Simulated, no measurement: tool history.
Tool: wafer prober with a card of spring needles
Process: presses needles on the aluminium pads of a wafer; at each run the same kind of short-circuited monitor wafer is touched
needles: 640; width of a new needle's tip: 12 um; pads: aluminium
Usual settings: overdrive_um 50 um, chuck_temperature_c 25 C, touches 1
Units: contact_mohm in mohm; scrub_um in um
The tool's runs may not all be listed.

run,hour,overdrive_um,chuck_temperature_c,touches,contact_mohm,scrub_um
1,0.0,50,25,1,171,8.03
# hour 6.3: tips cleaned on abrasive film
2,12.3,50,25,1,174,8.04
# hour 17.0: tips cleaned on abrasive film
3,25.6,50,74,1,181,8.05
# hour 27.0: tips cleaned on abrasive film
# hour 37.7: tips cleaned on abrasive film
4,41.2,50,74,1,181,8.02
# hour 49.2: tips cleaned on abrasive film
5,50.9,50,74,1,179,8.00
# hour 60.1: tips cleaned on abrasive film
6,67.0,50,106,1,185,7.99
# hour 70.7: tips cleaned on abrasive film
# hour 81.5: tips cleaned on abrasive film
7,83.3,50,106,1,187,7.98
# hour 92.2: tips cleaned on abrasive film
8,92.8,50,25,1,171,8.01
# hour 102.3: tips cleaned on abrasive film
9,102.3,50,25,1,172,8.00
# hour 113.3: tips cleaned on abrasive film
10,116.2,50,25,1,171,7.97
# hour 124.2: tips cleaned on abrasive film
11,124.9,50,25,1,172,8.01
# hour 134.3: tips cleaned on abrasive film
12,142.5,50,25,1,172,7.97
# hour 144.2: tips cleaned on abrasive film
# hour 147.9: height of the first contact set anew
# hour 155.6: tips cleaned on abrasive film
13,162.9,50,25,1,172,7.97
# hour 166.5: tips cleaned on abrasive film
# hour 177.3: tips cleaned on abrasive film
14,180.8,50,96,1,185,7.98
# hour 187.5: tips cleaned on abrasive film
# hour 198.6: tips cleaned on abrasive film
15,198.6,50,123,1,188,7.97
# hour 209.2: tips cleaned on abrasive film
16,214.0,50,25,1,170,7.94
# hour 219.1: tips cleaned on abrasive film
17,222.5,50,33,1,174,7.94
# hour 229.7: tips cleaned on abrasive film
18,237.6,50,33,1,175,7.91
# hour 240.4: tips cleaned on abrasive film
# hour 250.8: tips cleaned on abrasive film
19,251.9,67,70,2,179,10.66
# hour 261.6: tips cleaned on abrasive film
20,261.6,41,64,1,181,6.53
# hour 272.1: tips cleaned on abrasive film
21,276.8,70,49,2,175,11.13
# hour 282.6: tips cleaned on abrasive film
# hour 293.5: tips cleaned on abrasive film
22,296.0,70,49,2,174,11.09
# hour 304.1: tips cleaned on abrasive film
23,310.2,70,49,2,173,11.07
# hour 314.0: tips cleaned on abrasive film
# hour 324.7: tips cleaned on abrasive film
24,328.0,54,82,2,183,8.56
# hour 335.6: tips cleaned on abrasive film
25,339.6,54,82,2,181,8.51
# hour 346.1: tips cleaned on abrasive film
26,351.2,34,83,2,187,5.41
# hour 356.2: tips cleaned on abrasive film
27,360.7,64,33,2,174,10.14
# hour 366.6: tips cleaned on abrasive film
28,370.4,41,33,2,174,6.48
# hour 377.4: tips cleaned on abrasive film
# hour 387.3: tips cleaned on abrasive film
29,390.6,41,106,2,188,6.49
# hour 397.4: tips cleaned on abrasive film
30,399.8,49,25,1,171,7.75
# hour 407.7: tips cleaned on abrasive film
31,409.8,50,61,1,180,7.94

5 ways to go on from here, each from the tool as it stands after run 31. What would each give?
# hour 417.9: tips cleaned on abrasive film
# hour 429.2: tips cleaned on abrasive film
A,429.3,50,61,3,?,?
# hour 417.9: tips cleaned on abrasive film
# hour 429.2: tips cleaned on abrasive film
B,429.3,47,25,1,?,?
# hour 417.9: tips cleaned on abrasive film
# hour 429.2: tips cleaned on abrasive film
C,429.3,38,41,1,?,?
# hour 417.9: tips cleaned on abrasive film
# hour 429.2: tips cleaned on abrasive film
D,429.3,50,111,1,?,?
# hour 417.9: tips cleaned on abrasive film
# hour 429.2: tips cleaned on abrasive film
E,429.3,50,121,1,?,?

run,contact_mohm,scrub_um
A,177,7.90
B,172,7.44
C,177,5.99
D,186,7.84
E,188,7.89
Without the tool's hidden state the same runs would have given:
run,contact_mohm,scrub_um
A,177,8.06
B,172,7.59
C,177,6.11
D,186,8.00
E,188,8.05
